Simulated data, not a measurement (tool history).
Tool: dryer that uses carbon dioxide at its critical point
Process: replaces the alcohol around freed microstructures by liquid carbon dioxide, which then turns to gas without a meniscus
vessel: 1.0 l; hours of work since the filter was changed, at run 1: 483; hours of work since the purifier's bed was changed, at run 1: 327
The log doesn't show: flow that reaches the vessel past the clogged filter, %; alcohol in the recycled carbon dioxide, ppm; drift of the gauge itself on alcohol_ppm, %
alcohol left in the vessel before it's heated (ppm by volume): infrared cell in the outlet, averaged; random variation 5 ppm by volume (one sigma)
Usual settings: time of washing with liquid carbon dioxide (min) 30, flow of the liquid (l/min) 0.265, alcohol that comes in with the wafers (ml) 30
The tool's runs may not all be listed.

run,hour,time of washing with liquid carbon dioxide (min),flow of the liquid (l/min),alcohol that comes in with the wafers (ml),hours of work since the filter was changed,hours of work since the purifier's bed was changed,alcohol left in the vessel before it's heated (ppm by volume)
1,0.0,30,0.265,30,483,327,169
2,11.7,41,0.265,30,490,333,135
3,23.7,41,0.265,30,497,340,143
4,37.5,18,0.265,30,505,348,703
5,45.1,44,0.265,30,509,352,142
6,56.2,30,0.265,30,515,359,186
7,71.3,30,0.265,30,524,367,195
8,86.0,30,0.265,30,533,376,191
9,95.3,30,0.265,30,538,381,198
10,110.0,30,0.265,30,546,390,209
11,117.4,30,0.265,30,551,394,206
12,125.0,30,0.265,30,555,398,211
13,132.5,30,0.265,68,559,403,256
14,145.3,30,0.343,30,567,410,173
15,155.7,30,0.343,30,573,416,177
16,164.2,30,0.343,30,577,421,176
17,174.4,30,0.435,30,583,427,179
18,187.0,41,0.265,30,590,434,179
19,194.7,29,0.265,30,595,438,235
# hour 201.6: inlet filter changed
20,203.3,47,0.166,30,1,443,195
21,216.6,34,0.265,64,9,450,195
22,223.3,25,0.373,21,12,454,182
23,230.4,32,0.265,23,17,458,190
24,243.9,32,0.265,23,24,466,191
25,259.3,24,0.265,46,33,475,295
26,273.2,24,0.265,46,41,483,288
27,281.7,47,0.265,30,46,487,197
28,288.3,40,0.265,26,50,491,209
29,302.8,30,0.310,63,58,500,215
30,310.6,32,0.177,45,62,504,367
31,321.8,22,0.177,45,69,510,1168
32,329.3,22,0.177,45,73,515,1217
33,341.1,22,0.177,45,80,522,1240
34,353.3,30,0.193,70,87,529,465
35,360.6,29,0.265,30,91,533,219
36,367.9,33,0.203,30,95,537,260
37,377.8,42,0.312,76,101,543,225
38,392.5,28,0.265,30,109,551,245

How the hidden state differs across the entries between the runs, from the last listed run before each to the first after it:
Between runs 19 and 20: inlet filter changed (hour 201.6)
  flow that reaches the vessel past the clogged filter, %: 83.1 -> 99.6; alcohol in the recycled carbon dioxide, ppm: 177.5 -> 179.1
  measured less the result without the state, alcohol left in the vessel before it's heated (ppm by volume): +214 -> +176
